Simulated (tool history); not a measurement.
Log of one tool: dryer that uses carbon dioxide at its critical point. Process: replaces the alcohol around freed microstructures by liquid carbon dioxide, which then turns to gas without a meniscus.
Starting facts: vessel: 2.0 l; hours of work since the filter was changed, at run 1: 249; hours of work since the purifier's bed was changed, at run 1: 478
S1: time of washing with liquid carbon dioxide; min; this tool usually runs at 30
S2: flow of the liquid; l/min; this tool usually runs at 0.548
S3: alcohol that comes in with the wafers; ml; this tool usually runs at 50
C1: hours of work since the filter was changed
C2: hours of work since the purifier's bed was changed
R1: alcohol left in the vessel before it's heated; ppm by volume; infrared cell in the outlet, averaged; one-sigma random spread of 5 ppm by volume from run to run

run,hour,S1,S2,S3,C1,C2,R1
1,0,30,0.548,50,249,478,152
2,13.3,30,0.548,50,254,483,158
3,32.4,30,0.548,50,262,491,159
4,47.2,30,0.548,50,268,497,164
5,73.4,30,0.548,50,278,507,161
6,102.4,30,0.548,50,290,519,152
7,117.4,30,0.548,41,296,525,142
8,145.2,30,0.771,41,307,536,114
9,167.3,30,0.771,41,316,545,126
10,197.4,30,0.771,41,328,557,128
11,221.8,30,0.771,41,338,567,116
12,248.7,30,0.771,41,349,578,130
13,272.9,30,0.5,50,358,588,214
14,292.8,30,0.5,50,366,595,222
15,315.8,30,0.5,50,376,605,219
16,336.7,30,0.548,22,384,613,157
17,354,30,0.548,22,391,620,167
18,382.7,30,0.548,63,403,632,200
19,402,28,0.548,50,410,639,218
20,419,28,0.548,50,417,646,221
21,437.5,30,0.548,37,425,654,180
22,457.5,30,0.548,37,433,662,188
23,473.5,30,0.49,50,439,668,247
24,500.8,30,0.548,32,450,679,189
25,526.1,39,0.531,50,460,689,164
26,550.7,29,0.362,50,470,699,659
27,568,27,0.769,36,477,706,164
28,595.6,27,0.769,36,488,717,167
29,611,22,0.436,24,494,723,512
# hour 639.9: inlet filter changed
30,641.4,22,0.436,24,1,735,419
31,667.7,22,0.436,24,11,746,424
32,687.7,24,0.81,58,19,754,170
33,712.1,24,0.81,58,29,763,176
34,730.3,26,0.548,34,36,771,227
35,758.7,24,0.402,29,48,782,469
36,776.2,24,0.402,29,55,789,465
37,802.5,24,0.402,29,65,800,485
38,831.1,40,0.548,50,77,811,183
39,846.6,44,0.727,109,83,817,178
40,870,44,0.727,109,92,827,174
41,884.5,25,0.409,109,98,833,1119
42,897.9,42,0.542,116,104,838,187
43,927.2,20,0.433,28,115,850,646
44,944.7,20,0.665,28,122,857,269
45,958.8,47,0.445,31,128,862,185
46,975.4,47,0.445,31,135,869,195
47,1000.1,19,0.548,32,145,879,459

Subtracting, for every run, the result it would have given without the tool's unlogged condition from the measured result gives the following. The same run-to-run variation enters both numbers; the gauge's scatter may not:
The hidden state here: flow that reaches the vessel past the clogged filter, %; alcohol in the recycled carbon dioxide, ppm; drift of the gauge itself on alcohol_ppm, %.
run,R1
1,+110
2,+111
3,+111
4,+114
5,+116
6,+117
7,+114
8,+114
9,+115
10,+117
11,+116
12,+123
13,+145
14,+149
15,+149
16,+134
17,+137
18,+153
19,+159
20,+165
21,+148
22,+150
23,+170
24,+155
25,+147
26,+281
27,+148
28,+153
29,+243
30,+160
31,+164
32,+155
33,+160
34,+168
35,+176
36,+175
37,+182
38,+165
39,+169
40,+174
41,+247
42,+175
43,+214
44,+190
45,+181
46,+182
47,+209
